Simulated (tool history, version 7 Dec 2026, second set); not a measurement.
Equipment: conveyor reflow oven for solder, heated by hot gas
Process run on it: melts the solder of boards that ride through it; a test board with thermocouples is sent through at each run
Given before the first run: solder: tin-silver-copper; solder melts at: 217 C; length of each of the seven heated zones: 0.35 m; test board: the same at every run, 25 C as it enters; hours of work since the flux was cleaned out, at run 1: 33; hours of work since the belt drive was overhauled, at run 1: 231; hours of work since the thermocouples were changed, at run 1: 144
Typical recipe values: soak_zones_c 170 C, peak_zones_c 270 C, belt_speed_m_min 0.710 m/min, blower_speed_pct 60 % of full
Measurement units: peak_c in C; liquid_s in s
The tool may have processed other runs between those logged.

run  hour  soak_zones_c  peak_zones_c  belt_speed_m_min  blower_speed_pct  hours of work since the flux was cleaned out  hours of work since the belt drive was overhauled  hours of work since the thermocouples were changed  peak_c  liquid_s
  1   0.0           170           270             0.710                60                                            33                                                231                                                 144   252.8      44.5
  2   5.8           170           270             0.710                60                                            35                                                234                                                 147   253.3      43.5
  3  12.5           170           270             0.710                60                                            38                                                237                                                 150   253.8      44.3
  4  21.2           170           270             0.710                60                                            42                                                241                                                 154   253.3      43.5
  5  33.0           170           270             0.710                60                                            48                                                246                                                 159   253.4      44.0
  6  37.8           170           270             0.710                60                                            50                                                248                                                 161   253.2      44.4
  7  44.8           170           270             0.687                60                                            53                                                251                                                 165   254.6      46.0
  8  53.8           170           270             0.687                60                                            57                                                256                                                 169   254.3      46.0
  9  62.7           166           266             0.663                54                                            61                                                260                                                 173   249.2      43.5
 10  69.9           166           266             0.663                54                                            64                                                263                                                 176   250.3      43.2
 11  75.0           170           270             0.825                82                                            67                                                265                                                 178   251.1      37.4
 12  85.1           164           270             0.593                69                                            71                                                270                                                 183   259.3      54.6
 13  96.2           175           270             0.710                76                                            76                                                275                                                 188   256.1      46.8

The logged runs with the hidden state left out (each run's random variation unchanged):
The hidden state here: heat that the gas passes to the board, % of a clean oven's; belt's true speed, % of the reading; true gas temperature in zones 6 and 7 over the reading, C; drift of the gauge itself on peak_c, C; drift of the gauge itself on liquid_s, %.
run  peak_c
  1   252.3
  2   252.8
  3   253.4
  4   252.9
  5   253.0
  6   252.8
  7   254.2
  8   253.9
  9   248.8
 10   249.9
 11   251.0
 12   258.9
 13   255.8
liquid_s: at most 0.5 s away from the measurement, every run.

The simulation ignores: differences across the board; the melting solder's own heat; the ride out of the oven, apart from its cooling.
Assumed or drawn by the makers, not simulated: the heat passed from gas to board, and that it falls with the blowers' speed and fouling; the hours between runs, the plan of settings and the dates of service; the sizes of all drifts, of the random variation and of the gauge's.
